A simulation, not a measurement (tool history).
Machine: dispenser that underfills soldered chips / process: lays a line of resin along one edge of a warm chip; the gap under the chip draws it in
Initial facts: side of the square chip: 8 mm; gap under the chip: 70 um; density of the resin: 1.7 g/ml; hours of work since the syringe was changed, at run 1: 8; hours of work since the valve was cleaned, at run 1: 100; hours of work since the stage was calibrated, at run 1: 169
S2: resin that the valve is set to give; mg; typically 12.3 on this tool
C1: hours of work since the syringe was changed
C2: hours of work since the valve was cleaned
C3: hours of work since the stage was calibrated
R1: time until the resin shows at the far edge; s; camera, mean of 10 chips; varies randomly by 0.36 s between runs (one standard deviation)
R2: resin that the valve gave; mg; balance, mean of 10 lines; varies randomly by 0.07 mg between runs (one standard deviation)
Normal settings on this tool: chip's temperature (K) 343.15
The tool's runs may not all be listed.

Run 1, hour 0: usual settings; C1 8; C2 100; C3 169. Result: R1 24.4 s, R2 11.69 mg.
At hour 5.1: new syringe of resin.
Run 2, hour 8.7: usual settings but S2 11.1 mg; C1 2; C2 106; C3 174. Result: R1 20.5 s, R2 10.57 mg.
Run 3, hour 16.4: usual settings but chip's temperature (K) 354.15, S2 11.1 mg; C1 7; C2 111; C3 179. Result: R1 17.2 s, R2 10.6 mg.
At hour 22.1: new syringe of resin.
Run 4, hour 22.9: usual settings but chip's temperature (K) 354.15, S2 11.1 mg; C1 1; C2 115; C3 183. Result: R1 13.7 s, R2 10.46 mg.
Run 5, hour 32.9: usual settings but chip's temperature (K) 350.15; C1 7; C2 121; C3 190. Result: R1 18.8 s, R2 11.66 mg.
At hour 39.1: new syringe of resin.
Run 6, hour 44.5: usual settings but chip's temperature (K) 350.15; C1 3; C2 129; C3 197. Result: R1 16.4 s, R2 11.69 mg.
At hour 56.1: new syringe of resin.
Run 7, hour 56.6: usual settings but chip's temperature (K) 333.15; C1 0; C2 136; C3 205. Result: R1 26.1 s, R2 11.49 mg.
Run 8, hour 67.8: usual settings; C1 8; C2 144; C3 212. Result: R1 24.3 s, R2 11.41 mg.
At hour 69.8: dispensing valve cleaned and set on the balance.
At hour 73.8: new syringe of resin.
Run 9, hour 74.8: usual settings; C1 1; C2 3; C3 216. Result: R1 19.8 s, R2 12.23 mg.
Run 10, hour 83.4: usual settings; C1 6; C2 9; C3 222. Result: R1 23 s, R2 12.33 mg.
At hour 90.7: new syringe of resin.
Run 11, hour 95.8: usual settings; C1 3; C2 17; C3 230. Result: R1 20.8 s, R2 12.12 mg.
Run 12, hour 103.5: usual settings; C1 8; C2 22; C3 235. Result: R1 24.8 s, R2 12.09 mg.
At hour 107: new syringe of resin.
Run 13, hour 111.3: usual settings but S2 15.6 mg; C1 3; C2 26; C3 239. Result: R1 20.1 s, R2 15.39 mg.
At hour 123.6: new syringe of resin.
Run 14, hour 123.6: usual settings but S2 15.6 mg; C1 0; C2 34; C3 247. Result: R1 18.6 s, R2 15.46 mg.
Run 15, hour 137.3: usual settings; C1 9; C2 43; C3 256. Result: R1 24.1 s, R2 11.92 mg.
At hour 140.4: new syringe of resin.
Run 16, hour 144.5: usual settings; C1 3; C2 48; C3 261. Result: R1 20.5 s, R2 12.04 mg.
Run 17, hour 155.4: usual settings; C1 10; C2 55; C3 268. Result: R1 25.8 s, R2 12.06 mg.
At hour 156.9: new syringe of resin.
Run 18, hour 168.8: usual settings; C1 8; C2 63; C3 276. Result: R1 24 s, R2 11.77 mg.
At hour 173.7: new syringe of resin.
Run 19, hour 181.2: usual settings but chip's temperature (K) 344.15, S2 12.6 mg; C1 5; C2 71; C3 284. Result: R1 21.1 s, R2 12.18 mg.
At hour 190.5: new syringe of resin.
Run 20, hour 192.2: usual settings but chip's temperature (K) 334.15, S2 14.9 mg; C1 1; C2 78; C3 291. Result: R1 25.3 s, R2 14.3 mg.
Run 21, hour 200.7: usual settings but chip's temperature (K) 350.15; C1 7; C2 84; C3 297. Result: R1 18.5 s, R2 11.82 mg.
At hour 206.8: new syringe of resin.
Run 22, hour 206.8: usual settings but chip's temperature (K) 350.15; C1 0; C2 88; C3 301. Result: R1 14.9 s, R2 11.88 mg.
Run 23, hour 219.9: usual settings but chip's temperature (K) 350.15; C1 9; C2 96; C3 309. Result: R1 20 s, R2 11.76 mg.
At hour 222.8: new syringe of resin.
Run 24, hour 228.6: usual settings but chip's temperature (K) 350.15; C1 4; C2 102; C3 315. Result: R1 17.6 s, R2 11.71 mg.
Run 25, hour 235.7: usual settings but chip's temperature (K) 332.15, S2 13.5 mg; C1 8; C2 106; C3 319. Result: R1 35.2 s, R2 12.8 mg.
At hour 239.5: new syringe of resin.
Run 26, hour 245.5: usual settings but chip's temperature (K) 341.15, S2 11.4 mg; C1 4; C2 113; C3 326. Result: R1 22.7 s, R2 10.85 mg.
Run 27, hour 251.1: usual settings but chip's temperature (K) 353.15, S2 12.4 mg; C1 8; C2 116; C3 329. Result: R1 17.6 s, R2 11.61 mg.
At hour 255.9: new syringe of resin.
Run 28, hour 257: usual settings but S2 11.6 mg; C1 1; C2 120; C3 333. Result: R1 19 s, R2 10.82 mg.
Run 29, hour 262.6: usual settings but chip's temperature (K) 337.15, S2 13.4 mg; C1 4; C2 124; C3 336. Result: R1 26 s, R2 12.44 mg.
Run 30, hour 271: usual settings but chip's temperature (K) 337.15, S2 11.1 mg; C1 10; C2 129; C3 342. Result: R1 32.1 s, R2 10.33 mg.
At hour 272.1: new syringe of resin.
Run 31, hour 278.5: usual settings but chip's temperature (K) 338.15; C1 4; C2 134; C3 347. Result: R1 24.2 s, R2 11.44 mg.
At hour 288.4: new syringe of resin.
Run 32, hour 291.1: usual settings but chip's temperature (K) 338.15; C1 2; C2 142; C3 355. Result: R1 23.1 s, R2 11.45 mg.
At hour 296.4: dispensing valve cleaned and set on the balance.
Run 33, hour 302.9: usual settings but chip's temperature (K) 338.15; C1 9; C2 4; C3 362. Result: R1 28.9 s, R2 12.3 mg.
At hour 305.6: new syringe of resin.
Run 34, hour 314.4: usual settings but chip's temperature (K) 332.15, S2 13.7 mg; C1 6; C2 12; C3 369. Result: R1 31.3 s, R2 13.58 mg.
At hour 322: new syringe of resin.
Run 35, hour 325.5: usual settings but chip's temperature (K) 341.15, S2 13.7 mg; C1 2; C2 19; C3 376. Result: R1 21 s, R2 13.59 mg.

5 options for the next run, each taken on its own from the tool as it stands now. Forecast them:
Run A, hour 336.8: usual settings but chip's temperature (K) 354.15, S2 10.6 mg; C1 10; C2 26; C3 383. Result: R1 ?, R2 ?.
Run B, hour 336.8: usual settings but S2 11.4 mg; C1 10; C2 26; C3 383. Result: R1 ?, R2 ?.
Run C, hour 336.8: usual settings but chip's temperature (K) 346.15, S2 15.7 mg; C1 10; C2 26; C3 383. Result: R1 ?, R2 ?.
Run D, hour 336.8: usual settings but S2 11.1 mg; C1 10; C2 26; C3 383. Result: R1 ?, R2 ?.
Run E, hour 336.8: usual settings but chip's temperature (K) 328.15, S2 10.7 mg; C1 10; C2 26; C3 383. Result: R1 ?, R2 ?.

run    R1     R2
  A  19.1  10.48
  B  25.6  11.16
  C  23.1  15.52
  D  25.6  11.13
  E  42.2  10.67
Stripped of hidden state, with their random variation kept, the same runs would have yielded:
run    R1     R2
  A  14.6  10.59
  B  19.5  11.27
  C  17.6  15.69
  D  19.3  11.25
  E  32.2  10.78

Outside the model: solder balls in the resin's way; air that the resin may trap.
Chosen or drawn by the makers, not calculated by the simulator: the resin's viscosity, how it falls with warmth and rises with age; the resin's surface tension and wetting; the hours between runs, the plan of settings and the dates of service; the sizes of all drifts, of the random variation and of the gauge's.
